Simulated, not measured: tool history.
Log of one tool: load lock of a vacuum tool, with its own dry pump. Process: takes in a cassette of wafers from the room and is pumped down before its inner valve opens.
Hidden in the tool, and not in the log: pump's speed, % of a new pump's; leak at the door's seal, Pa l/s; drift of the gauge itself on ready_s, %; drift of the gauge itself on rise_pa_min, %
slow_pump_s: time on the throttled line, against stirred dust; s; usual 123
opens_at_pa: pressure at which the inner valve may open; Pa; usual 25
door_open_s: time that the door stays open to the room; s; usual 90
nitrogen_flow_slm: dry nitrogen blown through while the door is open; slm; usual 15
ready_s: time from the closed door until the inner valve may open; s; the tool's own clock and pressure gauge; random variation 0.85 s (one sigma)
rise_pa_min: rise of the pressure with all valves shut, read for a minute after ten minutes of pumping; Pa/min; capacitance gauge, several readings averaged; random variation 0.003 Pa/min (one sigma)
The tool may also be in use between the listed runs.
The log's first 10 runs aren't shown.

run,hour,slow_pump_s,opens_at_pa,door_open_s,nitrogen_flow_slm,hours that the pump has run since its overhaul,times that the door has closed on its seal,"incoming humidity of the room's air, %",ready_s,rise_pa_min
11,2111.9,123,38,90,12,6364,14167,44.4,198.4,0.128
12,2254.2,123,28,90,12,6506,14773,44.7,202.1,0.137
13,2446.1,123,25,90,15,6698,15590,46.2,204.4,0.129
14,2632,123,25,90,15,6884,16382,46.1,203.2,0.143
15,2768.9,123,25,90,15,7021,16965,45,205.3,0.147
16,3055.2,123,25,90,15,7307,18184,42.4,204.4,0.164
17,3233.9,123,25,90,6,7486,18945,44.6,203.9,0.186
18,3408.7,123,25,90,6,7661,19689,46.3,203.9,0.196
19,3551.1,123,25,90,6,7803,20295,46.6,205.5,0.202
20,3874.1,123,25,90,6,8126,21671,46.2,203.2,0.218
21,4089.2,123,25,90,6,8341,22587,44.5,204,0.218
22,4390.6,123,25,90,41,8643,23870,46.9,204.1,0.192
23,4591.3,73,22,176,14,8843,24725,45.2,169.2,0.241
24,4910.4,125,44,42,16,9162,26084,44.7,201.2,0.239
25,5137.3,125,44,42,16,9389,27050,42.1,197.5,0.24

The next listed run, before its measurement:
26,5411.2,125,44,42,16,9663,28216,47.9,?,?

Run 26 gave ready_s 199.2 s, rise_pa_min 0.253 Pa/min.
Without the tool's hidden state the same run would have given ready_s 193.3 s, rise_pa_min 0.032 Pa/min.
